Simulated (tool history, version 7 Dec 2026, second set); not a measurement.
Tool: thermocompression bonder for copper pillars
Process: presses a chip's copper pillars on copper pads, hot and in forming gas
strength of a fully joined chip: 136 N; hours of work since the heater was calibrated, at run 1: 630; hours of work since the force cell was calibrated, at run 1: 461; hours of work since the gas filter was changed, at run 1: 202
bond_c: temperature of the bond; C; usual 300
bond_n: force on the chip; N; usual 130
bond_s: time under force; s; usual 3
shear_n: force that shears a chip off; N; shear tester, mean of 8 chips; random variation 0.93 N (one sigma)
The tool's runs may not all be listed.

run,day,bond_c,bond_n,bond_s,hours of work since the heater was calibrated,hours of work since the force cell was calibrated,hours of work since the gas filter was changed,shear_n
1,0.000,300,130,3,630,461,202,72.8
2,1.179,300,130,3,652,482,223,71.1
3,1.754,300,130,3,662,492,234,70.5
4,3.162,300,130,3,687,518,259,72.5
5,4.233,300,141,3,707,537,278,72.9
# day 4.658: forming gas filter changed
6,5.525,300,141,3,729,560,16,76.5
7,6.225,322,130,3,742,572,28,88.6
8,7.021,322,130,3,756,587,43,86.6
9,8.242,322,130,3,778,609,65,86.6
10,9.638,322,130,3,804,634,90,85.5
11,10.496,322,130,2,819,649,105,76.0
12,11.250,300,130,3,833,663,119,70.7
13,12.588,300,130,3,857,687,143,69.9
14,13.683,300,130,3,876,707,163,71.2
15,14.779,300,130,3,896,727,182,70.1
16,15.608,300,130,3,911,742,197,70.4
17,16.842,300,130,3,933,764,220,69.5
18,17.417,300,130,3,944,774,230,70.3
19,18.446,300,130,3,962,793,248,69.9
20,19.108,300,130,3,974,805,260,70.3
21,20.392,314,96,4,997,828,284,73.8
# day 20.538: forming gas filter changed
22,21.188,314,96,4,1011,842,12,74.9
23,22.446,294,89,6,1034,864,34,69.8
24,23.088,300,116,3,1046,876,46,66.6
25,23.892,300,86,5,1060,890,60,66.5
# day 24.950: heater calibrated with a thermocouple chip
26,25.229,328,105,3,5,913,83,82.9
27,25.796,291,109,3,15,923,93,62.6
28,26.921,291,109,3,36,944,114,60.8
29,28.121,291,109,3,57,965,135,61.8
30,29.225,287,155,2,77,985,155,61.9
31,30.354,287,155,2,97,1005,175,62.3
32,31.479,281,124,3,118,1026,196,58.6
33,32.262,305,109,5,132,1040,210,83.2
34,32.892,317,84,6,143,1051,221,82.4
35,33.692,300,122,2,157,1065,235,61.4
36,35.096,328,122,2,183,1091,261,76.1
37,35.967,328,122,2,198,1106,276,76.9
# day 36.458: forming gas filter changed
38,36.671,306,130,3,211,1119,4,77.7
39,37.692,300,125,3,229,1137,22,70.6
40,39.058,305,112,5,254,1162,47,82.9

Hidden state or all else? Some run-to-run changes of shear_n, split into what the settings, what came in and random variation would give without the hidden state, and what is left for the hidden state (with any gauge scatter that isn't in both results):
The hidden state here: true temperature of the bond over the reading, C; force that reaches the chip, % of what is set; oxide that the forming gas leaves, % of the face; drift of the gauge itself on shear_n, %.
Run 21 -> 22: forming gas filter changed. shear_n +1.1 N: hidden state +2.0, all else -0.9.
Run 25 -> 26: bond_c 300 -> 328, bond_n 86 -> 105, bond_s 5 -> 3, heater calibrated with a thermocouple chip. shear_n +16.4 N: hidden state +3.4, all else +13.0.
Run 26 -> 27: bond_c 328 -> 291, bond_n 105 -> 109. shear_n -20.3 N: hidden state +0.3, all else -20.6.
Run 32 -> 33: bond_c 281 -> 305, bond_n 124 -> 109, bond_s 3 -> 5. shear_n +24.6 N: hidden state -1.1, all else +25.7.
Run 34 -> 35: bond_c 317 -> 300, bond_n 84 -> 122, bond_s 6 -> 2. shear_n -21.0 N: hidden state +0.5, all else -21.5.
Run 37 -> 38: bond_c 328 -> 306, bond_n 122 -> 130, bond_s 2 -> 3, forming gas filter changed. shear_n +0.8 N: hidden state +2.0, all else -1.2.
